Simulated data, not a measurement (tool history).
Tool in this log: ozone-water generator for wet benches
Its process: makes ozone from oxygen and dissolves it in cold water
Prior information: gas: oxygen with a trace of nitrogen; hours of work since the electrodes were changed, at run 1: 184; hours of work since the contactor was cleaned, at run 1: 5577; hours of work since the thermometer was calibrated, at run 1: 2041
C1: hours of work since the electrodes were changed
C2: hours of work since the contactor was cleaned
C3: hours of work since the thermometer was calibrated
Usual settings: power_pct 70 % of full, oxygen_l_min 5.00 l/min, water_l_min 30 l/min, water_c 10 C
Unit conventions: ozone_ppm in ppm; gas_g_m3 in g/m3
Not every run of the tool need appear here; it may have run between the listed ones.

Run 1, day 0.000: usual settings; C1 184; C2 5577; C3 2041. Result: ozone_ppm 21.2 ppm, gas_g_m3 273.6 g/m3.
Run 2, day 2.054: usual settings; C1 230; C2 5622; C3 2086. Result: ozone_ppm 21.6 ppm, gas_g_m3 268.6 g/m3.
Run 3, day 4.200: usual settings; C1 277; C2 5670; C3 2134. Result: ozone_ppm 21.2 ppm, gas_g_m3 268.0 g/m3.
Run 4, day 6.529: usual settings; C1 329; C2 5722; C3 2186. Result: ozone_ppm 21.4 ppm, gas_g_m3 271.5 g/m3.
Run 5, day 8.925: usual settings but water_l_min 46 l/min; C1 382; C2 5775; C3 2239. Result: ozone_ppm 12.6 ppm, gas_g_m3 271.7 g/m3.
At day 10.521: contactor cleaned.
Run 6, day 12.479: usual settings but water_l_min 46 l/min; C1 457; C2 43; C3 2314. Result: ozone_ppm 13.8 ppm, gas_g_m3 267.9 g/m3.
Run 7, day 14.500: usual settings but water_l_min 46 l/min; C1 502; C2 88; C3 2359. Result: ozone_ppm 13.6 ppm, gas_g_m3 269.2 g/m3.
Run 8, day 16.204: usual settings but water_l_min 46 l/min; C1 540; C2 126; C3 2397. Result: ozone_ppm 13.7 ppm, gas_g_m3 268.9 g/m3.
Run 9, day 18.254: usual settings but power_pct 80 % of full; C1 585; C2 172; C3 2442. Result: ozone_ppm 24.6 ppm, gas_g_m3 289.3 g/m3.
Run 10, day 21.225: usual settings but power_pct 80 % of full; C1 651; C2 238; C3 2508. Result: ozone_ppm 24.6 ppm, gas_g_m3 294.7 g/m3.
Run 11, day 23.942: usual settings but power_pct 80 % of full, water_l_min 38 l/min; C1 712; C2 298; C3 2568. Result: ozone_ppm 18.8 ppm, gas_g_m3 293.4 g/m3.
Run 12, day 26.258: usual settings but water_l_min 27 l/min; C1 763; C2 349; C3 2620. Result: ozone_ppm 25.3 ppm, gas_g_m3 265.9 g/m3.
Run 13, day 29.392: usual settings but water_l_min 27 l/min; C1 833; C2 419; C3 2689. Result: ozone_ppm 25.1 ppm, gas_g_m3 270.6 g/m3.
Run 14, day 32.992: usual settings but water_l_min 27 l/min; C1 913; C2 499; C3 2769. Result: ozone_ppm 25.1 ppm, gas_g_m3 266.3 g/m3.
Run 15, day 34.912: usual settings; C1 955; C2 541; C3 2812. Result: ozone_ppm 22.3 ppm, gas_g_m3 264.7 g/m3.
Run 16, day 37.217: usual settings but oxygen_l_min 4.34 l/min; C1 1006; C2 592; C3 2863. Result: ozone_ppm 21.2 ppm, gas_g_m3 281.4 g/m3.
Run 17, day 40.154: usual settings but power_pct 40 % of full, water_l_min 40 l/min, water_c 13 C; C1 1071; C2 658; C3 2928. Result: ozone_ppm 10.6 ppm, gas_g_m3 180.7 g/m3.
Run 18, day 41.900: usual settings but power_pct 40 % of full, water_l_min 40 l/min, water_c 13 C; C1 1110; C2 696; C3 2967. Result: ozone_ppm 10.4 ppm, gas_g_m3 181.9 g/m3.
Run 19, day 44.654: usual settings but power_pct 40 % of full, oxygen_l_min 5.18 l/min, water_l_min 40 l/min, water_c 13 C; C1 1171; C2 757; C3 3028. Result: ozone_ppm 10.5 ppm, gas_g_m3 177.7 g/m3.
At day 46.800: water thermometer calibrated.
Run 20, day 47.825: usual settings but power_pct 40 % of full, oxygen_l_min 5.18 l/min, water_l_min 40 l/min, water_c 13 C; C1 1241; C2 827; C3 23. Result: ozone_ppm 10.6 ppm, gas_g_m3 178.2 g/m3.
Run 21, day 49.388: usual settings but power_pct 44 % of full, oxygen_l_min 5.18 l/min, water_l_min 25 l/min, water_c 13 C; C1 1276; C2 862; C3 57. Result: ozone_ppm 19.0 ppm, gas_g_m3 189.3 g/m3.
Run 22, day 52.067: usual settings but power_pct 74 % of full, water_c 7 C; C1 1335; C2 922; C3 117. Result: ozone_ppm 23.4 ppm, gas_g_m3 271.9 g/m3.
Run 23, day 55.704: usual settings but power_pct 94 % of full, oxygen_l_min 3.63 l/min; C1 1416; C2 1002; C3 198. Result: ozone_ppm 24.1 ppm, gas_g_m3 366.6 g/m3.
Run 24, day 57.825: usual settings but oxygen_l_min 4.50 l/min; C1 1463; C2 1049; C3 245. Result: ozone_ppm 21.1 ppm, gas_g_m3 274.8 g/m3.
Run 25, day 61.079: usual settings but oxygen_l_min 4.50 l/min; C1 1535; C2 1121; C3 317. Result: ozone_ppm 21.1 ppm, gas_g_m3 273.6 g/m3.
Run 26, day 62.592: usual settings but power_pct 83 % of full, oxygen_l_min 7.42 l/min; C1 1569; C2 1155; C3 350. Result: ozone_ppm 26.5 ppm, gas_g_m3 247.2 g/m3.
Run 27, day 65.525: usual settings but power_pct 83 % of full, oxygen_l_min 7.42 l/min; C1 1634; C2 1220; C3 416. Result: ozone_ppm 26.9 ppm, gas_g_m3 245.9 g/m3.
Run 28, day 68.838: usual settings but power_pct 81 % of full, water_c 7 C; C1 1707; C2 1294; C3 489. Result: ozone_ppm 24.5 ppm, gas_g_m3 284.3 g/m3.
Run 29, day 70.425: usual settings but oxygen_l_min 3.28 l/min, water_l_min 20 l/min; C1 1743; C2 1329; C3 524. Result: ozone_ppm 29.5 ppm, gas_g_m3 308.5 g/m3.
Run 30, day 73.696: usual settings but power_pct 95 % of full, oxygen_l_min 3.58 l/min, water_l_min 42 l/min, water_c 5 C; C1 1815; C2 1402; C3 597. Result: ozone_ppm 16.0 ppm, gas_g_m3 364.1 g/m3.
Run 31, day 76.708: usual settings but power_pct 95 % of full, oxygen_l_min 3.58 l/min, water_l_min 44 l/min, water_c 5 C; C1 1882; C2 1468; C3 664. Result: ozone_ppm 15.0 ppm, gas_g_m3 362.6 g/m3.
Run 32, day 79.017: usual settings but water_l_min 20 l/min, water_c 7 C; C1 1933; C2 1520; C3 715. Result: ozone_ppm 33.9 ppm, gas_g_m3 260.1 g/m3.

Here are 3 independent what-if runs from the current tool condition. What would each one return?
Run A, day 80.721: usual settings but oxygen_l_min 8.48 l/min; C1 1971; C2 1557; C3 753. Result: ozone_ppm ?, gas_g_m3 ?.
Run B, day 80.721: usual settings but water_c 17 C; C1 1971; C2 1557; C3 753. Result: ozone_ppm ?, gas_g_m3 ?.
Run C, day 80.721: usual settings but power_pct 66 % of full, water_l_min 20 l/min, water_c 17 C; C1 1971; C2 1557; C3 753. Result: ozone_ppm ?, gas_g_m3 ?.

run  ozone_ppm  gas_g_m3
  A       24.1     204.9
  B       19.9     255.3
  C       28.6     245.7
With no hidden state in the tool, these same runs would have given:
run  ozone_ppm  gas_g_m3
  A       26.2     217.5
  B       21.7     271.0
  C       30.8     260.2
